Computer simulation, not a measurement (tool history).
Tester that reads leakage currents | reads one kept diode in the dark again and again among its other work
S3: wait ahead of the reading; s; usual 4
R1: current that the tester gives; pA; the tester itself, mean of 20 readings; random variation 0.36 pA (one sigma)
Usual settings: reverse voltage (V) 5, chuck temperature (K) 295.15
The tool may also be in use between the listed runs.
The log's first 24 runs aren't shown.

run 25 day=164.221 | reverse_voltage_(V)=1.63 chuck_temperature_(K)=301.15 S3=0.96 | R1=101.23
run 26 day=169.567 | reverse_voltage_(V)=5.85 chuck_temperature_(K)=297.15 S3=0.55 | R1=157.85
run 27 day=175.908 | reverse_voltage_(V)=5.85 chuck_temperature_(K)=297.15 S3=0.55 | R1=157.71
-- day=177.05 probe card cleaned and baked
run 28 day=185.146 | reverse_voltage_(V)=1.26 chuck_temperature_(K)=295.15 S3=3.37 | R1=50.56
run 29 day=193.05 | reverse_voltage_(V)=1.26 chuck_temperature_(K)=295.15 S3=3.37 | R1=50.51
run 30 day=200.742 | reverse_voltage_(V)=5 chuck_temperature_(K)=297.15 S3=6.88 | R1=132.03
run 31 day=209.479 | reverse_voltage_(V)=5 chuck_temperature_(K)=297.15 S3=6.88 | R1=131.35
run 32 day=214.808 | reverse_voltage_(V)=2.05 chuck_temperature_(K)=324.15 S3=4 | R1=619.89
run 33 day=222.383 | reverse_voltage_(V)=17.2 chuck_temperature_(K)=310.15 S3=4 | R1=755.5
run 34 day=228.233 | reverse_voltage_(V)=2.01 chuck_temperature_(K)=324.15 S3=4.25 | R1=609.55

3 ways to go on from here, each from the tool as it stands after run 34. What would each give?
run A day=233.6 | reverse_voltage_(V)=4.48 chuck_temperature_(K)=302.15 S3=3.09 | R1=?
run B day=233.6 | reverse_voltage_(V)=7.74 chuck_temperature_(K)=294.15 S3=4.43 | R1=?
run C day=233.6 | reverse_voltage_(V)=2.12 chuck_temperature_(K)=295.15 S3=4 | R1=?

run=A R1=183.12
run=B R1=132.01
run=C R1=66.61
Without the tool's hidden state the same runs would have given:
run=A R1=199.41
run=B R1=139.74
run=C R1=72.37

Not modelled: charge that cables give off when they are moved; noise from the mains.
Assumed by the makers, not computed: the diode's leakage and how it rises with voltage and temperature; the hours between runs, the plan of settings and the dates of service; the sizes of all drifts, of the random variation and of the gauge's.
